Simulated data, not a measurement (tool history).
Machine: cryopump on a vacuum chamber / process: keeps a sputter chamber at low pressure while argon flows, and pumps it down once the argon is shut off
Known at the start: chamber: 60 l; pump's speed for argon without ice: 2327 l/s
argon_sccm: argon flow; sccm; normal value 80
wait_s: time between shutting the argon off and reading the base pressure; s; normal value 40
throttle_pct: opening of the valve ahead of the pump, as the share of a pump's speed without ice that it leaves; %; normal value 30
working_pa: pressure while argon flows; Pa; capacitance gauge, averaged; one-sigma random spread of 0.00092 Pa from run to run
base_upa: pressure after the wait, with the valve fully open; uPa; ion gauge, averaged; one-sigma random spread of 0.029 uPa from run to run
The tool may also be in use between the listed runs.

run 1 hour=0.0 | argon_sccm=80 wait_s=40 throttle_pct=30 | working_pa=0.2025 base_upa=2.26
run 2 hour=14.8 | argon_sccm=80 wait_s=40 throttle_pct=30 | working_pa=0.2024 base_upa=2.32
run 3 hour=45.0 | argon_sccm=80 wait_s=40 throttle_pct=30 | working_pa=0.2040 base_upa=2.37
run 4 hour=71.7 | argon_sccm=80 wait_s=40 throttle_pct=30 | working_pa=0.2040 base_upa=2.39
run 5 hour=96.1 | argon_sccm=80 wait_s=40 throttle_pct=30 | working_pa=0.2063 base_upa=2.40
run 6 hour=111.1 | argon_sccm=80 wait_s=40 throttle_pct=30 | working_pa=0.2052 base_upa=2.41
run 7 hour=125.3 | argon_sccm=80 wait_s=40 throttle_pct=30 | working_pa=0.2054 base_upa=2.48
run 8 hour=148.5 | argon_sccm=80 wait_s=40 throttle_pct=30 | working_pa=0.2076 base_upa=2.46
run 9 hour=171.4 | argon_sccm=80 wait_s=40 throttle_pct=30 | working_pa=0.2102 base_upa=2.45
run 10 hour=195.9 | argon_sccm=80 wait_s=40 throttle_pct=30 | working_pa=0.2077 base_upa=2.51
run 11 hour=215.6 | argon_sccm=80 wait_s=40 throttle_pct=30 | working_pa=0.2089 base_upa=2.54
run 12 hour=239.8 | argon_sccm=80 wait_s=40 throttle_pct=30 | working_pa=0.2066 base_upa=2.61
run 13 hour=262.5 | argon_sccm=80 wait_s=43 throttle_pct=30 | working_pa=0.2102 base_upa=2.47
run 14 hour=286.2 | argon_sccm=80 wait_s=43 throttle_pct=30 | working_pa=0.2088 base_upa=2.49
run 15 hour=306.2 | argon_sccm=80 wait_s=43 throttle_pct=30 | working_pa=0.2098 base_upa=2.55
run 16 hour=319.9 | argon_sccm=80 wait_s=56 throttle_pct=30 | working_pa=0.2109 base_upa=2.22
run 17 hour=337.5 | argon_sccm=80 wait_s=56 throttle_pct=30 | working_pa=0.2094 base_upa=2.30
run 18 hour=361.5 | argon_sccm=80 wait_s=26 throttle_pct=30 | working_pa=0.2116 base_upa=3.48
run 19 hour=391.8 | argon_sccm=36 wait_s=25 throttle_pct=30 | working_pa=0.0961 base_upa=3.54
run 20 hour=418.3 | argon_sccm=80 wait_s=156 throttle_pct=17 | working_pa=0.3619 base_upa=1.85
run 21 hour=431.3 | argon_sccm=138 wait_s=70 throttle_pct=30 | working_pa=0.3692 base_upa=2.27
run 22 hour=457.4 | argon_sccm=138 wait_s=76 throttle_pct=50 | working_pa=0.2381 base_upa=2.24
run 23 hour=483.8 | argon_sccm=138 wait_s=76 throttle_pct=50 | working_pa=0.2387 base_upa=2.21
-- hour=493.5 pump warmed up, emptied and cooled again
run 24 hour=505.4 | argon_sccm=124 wait_s=40 throttle_pct=21 | working_pa=0.4310 base_upa=2.45
run 25 hour=531.6 | argon_sccm=43 wait_s=193 throttle_pct=30 | working_pa=0.1053 base_upa=1.44
run 26 hour=561.8 | argon_sccm=85 wait_s=75 throttle_pct=20 | working_pa=0.3097 base_upa=1.89
run 27 hour=587.8 | argon_sccm=85 wait_s=75 throttle_pct=20 | working_pa=0.3122 base_upa=1.90
run 28 hour=617.7 | argon_sccm=80 wait_s=67 throttle_pct=22 | working_pa=0.2681 base_upa=2.07
run 29 hour=634.7 | argon_sccm=80 wait_s=40 throttle_pct=53 | working_pa=0.1127 base_upa=2.56
run 30 hour=659.3 | argon_sccm=47 wait_s=40 throttle_pct=38 | working_pa=0.0916 base_upa=2.58
run 31 hour=679.2 | argon_sccm=124 wait_s=39 throttle_pct=38 | working_pa=0.2440 base_upa=2.57
run 32 hour=692.1 | argon_sccm=124 wait_s=39 throttle_pct=38 | working_pa=0.2453 base_upa=2.62

Forecast each of these 3 alternatives for the next run:
run A hour=715.4 | argon_sccm=124 wait_s=181 throttle_pct=28 | working_pa=? base_upa=?
run B hour=715.4 | argon_sccm=98 wait_s=40 throttle_pct=29 | working_pa=? base_upa=?
run C hour=715.4 | argon_sccm=39 wait_s=88 throttle_pct=27 | working_pa=? base_upa=?

run=A working_pa=0.3309 base_upa=1.61
run=B working_pa=0.2513 base_upa=2.54
run=C working_pa=0.1070 base_upa=1.96
Without the tool's hidden state the same runs would have given:
run=A working_pa=0.3226 base_upa=0.37
run=B working_pa=0.2448 base_upa=1.31
run=C working_pa=0.1044 base_upa=0.69

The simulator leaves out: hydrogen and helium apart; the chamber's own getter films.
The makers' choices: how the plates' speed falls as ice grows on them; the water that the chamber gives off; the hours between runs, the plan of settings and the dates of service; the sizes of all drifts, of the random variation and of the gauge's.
